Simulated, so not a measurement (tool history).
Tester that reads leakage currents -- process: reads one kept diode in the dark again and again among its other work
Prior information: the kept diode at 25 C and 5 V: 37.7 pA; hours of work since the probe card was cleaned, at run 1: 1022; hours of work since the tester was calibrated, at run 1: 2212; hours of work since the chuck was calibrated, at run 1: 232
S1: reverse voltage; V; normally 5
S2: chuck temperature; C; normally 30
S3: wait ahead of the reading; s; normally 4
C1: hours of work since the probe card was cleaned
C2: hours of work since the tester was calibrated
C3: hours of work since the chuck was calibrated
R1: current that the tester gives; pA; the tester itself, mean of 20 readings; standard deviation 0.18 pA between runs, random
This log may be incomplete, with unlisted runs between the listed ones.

| run | hour | S1 | S2 | S3 | C1 | C2 | C3 | R1 |
|---|---|---|---|---|---|---|---|---|
| 1 | 0 | 5 | 30 | 4 | 1022 | 2212 | 232 | 55.75 |
| 2 | 48.5 | 5 | 30 | 4 | 1050 | 2240 | 259 | 55.62 |
| 3 | 112.6 | 5 | 30 | 4 | 1086 | 2276 | 295 | 55.05 |
| 4 | 178.6 | 5 | 30 | 4 | 1123 | 2313 | 333 | 54.71 |
| 5 | 218.1 | 5 | 30 | 4 | 1146 | 2335 | 355 | 54.28 |
| 6 | 261.4 | 5 | 30 | 4 | 1170 | 2360 | 379 | 54.11 |
| 7 | 300.9 | 11.51 | 30 | 4 | 1192 | 2382 | 402 | 87.03 |
| 8 | 354.1 | 11.51 | 30 | 4 | 1222 | 2412 | 432 | 86.59 |
|  | 362 | tester calibrated |
| 9 | 399.5 | 5 | 30 | 4 | 1247 | 21 | 456 | 52.94 |
| 10 | 429.8 | 5 | 30 | 4 | 1264 | 38 | 473 | 52.44 |
| 11 | 471.1 | 5 | 30 | 4 | 1287 | 62 | 497 | 51.83 |
| 12 | 526 | 2.97 | 30 | 4 | 1318 | 93 | 528 | 38.02 |
|  | 555.5 | tester calibrated, once more |
| 13 | 556.1 | 2.97 | 30 | 4 | 1334 | 0 | 543 | 38.76 |
| 14 | 621.9 | 12.2 | 25 | 0.5 | 1371 | 37 | 581 | 66.98 |
|  | 667.3 | chuck's temperature calibrated |
| 15 | 682.8 | 2.3 | 25 | 0.62 | 1404 | 71 | 9 | 27.29 |
| 16 | 746.4 | 5.08 | 30 | 2.09 | 1440 | 107 | 45 | 61.91 |
| 17 | 796.8 | 1.33 | 27 | 4 | 1469 | 135 | 73 | 22.27 |
| 18 | 861.7 | 1.33 | 27 | 4 | 1505 | 172 | 110 | 21.77 |
| 19 | 927.3 | 1.33 | 27 | 4 | 1542 | 209 | 147 | 21.68 |
| 20 | 976.1 | 1.21 | 45 | 3.99 | 1570 | 236 | 174 | 83.16 |
| 21 | 1008.5 | 5 | 40 | 3.27 | 1588 | 254 | 193 | 126.7 |
| 22 | 1050.7 | 5 | 40 | 3.27 | 1612 | 278 | 216 | 125.62 |
| 23 | 1080.5 | 1.51 | 30 | 0.43 | 1629 | 295 | 233 | 29.98 |
| 24 | 1117.6 | 1.51 | 30 | 3.28 | 1650 | 316 | 254 | 28.84 |

3 options for the next run, each taken on its own from the tool as it stands now. Forecast them:
| A | 1155.3 | 2 | 30 | 3.73 | 1671 | 337 | 275 | ? |
| B | 1155.3 | 1.51 | 38 | 0.77 | 1671 | 337 | 275 | ? |
| C | 1155.3 | 1.51 | 30 | 0.31 | 1671 | 337 | 275 | ? |

| run | R1 |
|---|---|
| A | 33.53 |
| B | 54.15 |
| C | 29.9 |
Without the tool's hidden state the same runs would have given:
| run | R1 |
|---|---|
| A | 34.85 |
| B | 57.47 |
| C | 31.18 |
